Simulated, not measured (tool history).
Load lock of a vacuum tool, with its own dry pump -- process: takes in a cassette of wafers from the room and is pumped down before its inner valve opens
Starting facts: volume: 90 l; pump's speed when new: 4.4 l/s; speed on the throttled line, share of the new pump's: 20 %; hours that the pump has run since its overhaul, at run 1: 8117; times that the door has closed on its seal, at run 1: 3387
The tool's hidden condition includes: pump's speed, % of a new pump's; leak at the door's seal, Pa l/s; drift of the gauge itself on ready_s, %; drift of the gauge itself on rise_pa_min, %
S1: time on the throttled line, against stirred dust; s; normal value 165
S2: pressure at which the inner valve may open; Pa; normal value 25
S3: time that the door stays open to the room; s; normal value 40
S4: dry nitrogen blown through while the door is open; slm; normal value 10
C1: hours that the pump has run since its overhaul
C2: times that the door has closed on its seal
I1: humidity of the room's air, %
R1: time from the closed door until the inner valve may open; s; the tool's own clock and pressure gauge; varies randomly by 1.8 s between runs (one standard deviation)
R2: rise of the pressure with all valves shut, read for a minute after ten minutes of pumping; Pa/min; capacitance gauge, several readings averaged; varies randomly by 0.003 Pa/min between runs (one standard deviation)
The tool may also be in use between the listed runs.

Run 1, hour 0: usual settings; C1 8117; C2 3387; I1 47.8. Result: R1 300.2 s, R2 0.012 Pa/min.
Run 2, hour 224.3: usual settings; C1 8341; C2 4454; I1 43.8. Result: R1 298.5 s, R2 0.019 Pa/min.
Run 3, hour 391.6: usual settings; C1 8509; C2 5251; I1 44.8. Result: R1 302.7 s, R2 0.013 Pa/min.
Run 4, hour 615.3: usual settings; C1 8732; C2 6316; I1 42.8. Result: R1 302.2 s, R2 0.016 Pa/min.
Run 5, hour 757.1: usual settings; C1 8874; C2 6991; I1 49.1. Result: R1 301.1 s, R2 0.02 Pa/min.
Run 6, hour 853: usual settings; C1 8970; C2 7448; I1 47.9. Result: R1 304.2 s, R2 0.016 Pa/min.
Run 7, hour 993.9: usual settings; C1 9111; C2 8119; I1 45.7. Result: R1 299.6 s, R2 0.017 Pa/min.
Run 8, hour 1192.5: usual settings but S4 5 slm; C1 9310; C2 9064; I1 45.3. Result: R1 298.7 s, R2 0.021 Pa/min.
Run 9, hour 1398.9: usual settings but S1 94 s, S2 32 Pa; C1 9516; C2 10046; I1 44.5. Result: R1 241.3 s, R2 0.016 Pa/min.
Run 10, hour 1514.9: usual settings but S1 160 s, S4 16 slm; C1 9632; C2 10599; I1 42.8. Result: R1 297.9 s, R2 0.009 Pa/min.
Run 11, hour 1672.2: usual settings but S1 160 s, S4 16 slm; C1 9789; C2 11347; I1 44.1. Result: R1 298.8 s, R2 0.013 Pa/min.

Forecast each of these 4 alternatives for the next run:
Run A, hour 1876.1: usual settings but S1 317 s; C1 9993; C2 12318; I1 46.3. Result: R1 ?, R2 ?.
Run B, hour 1876.1: usual settings but S1 299 s, S2 21 Pa, S4 7 slm; C1 9993; C2 12318; I1 46.9. Result: R1 ?, R2 ?.
Run C, hour 1876.1: usual settings but S1 250 s, S4 28 slm; C1 9993; C2 12318; I1 44. Result: R1 ?, R2 ?.
Run D, hour 1876.1: usual settings but S1 160 s, S2 43 Pa, S4 16 slm; C1 9993; C2 12318; I1 41.8. Result: R1 ?, R2 ?.

run     R1     R2
  A  419.6  0.014
  B  417.5  0.018
  C  371.7  0.011
  D  289.2   0.01
Stripped of hidden state, with their random variation kept, the same runs would have yielded:
run     R1     R2
  A  419.6  0.014
  B  417.5  0.018
  C  371.7  0.011
  D  289.1   0.01

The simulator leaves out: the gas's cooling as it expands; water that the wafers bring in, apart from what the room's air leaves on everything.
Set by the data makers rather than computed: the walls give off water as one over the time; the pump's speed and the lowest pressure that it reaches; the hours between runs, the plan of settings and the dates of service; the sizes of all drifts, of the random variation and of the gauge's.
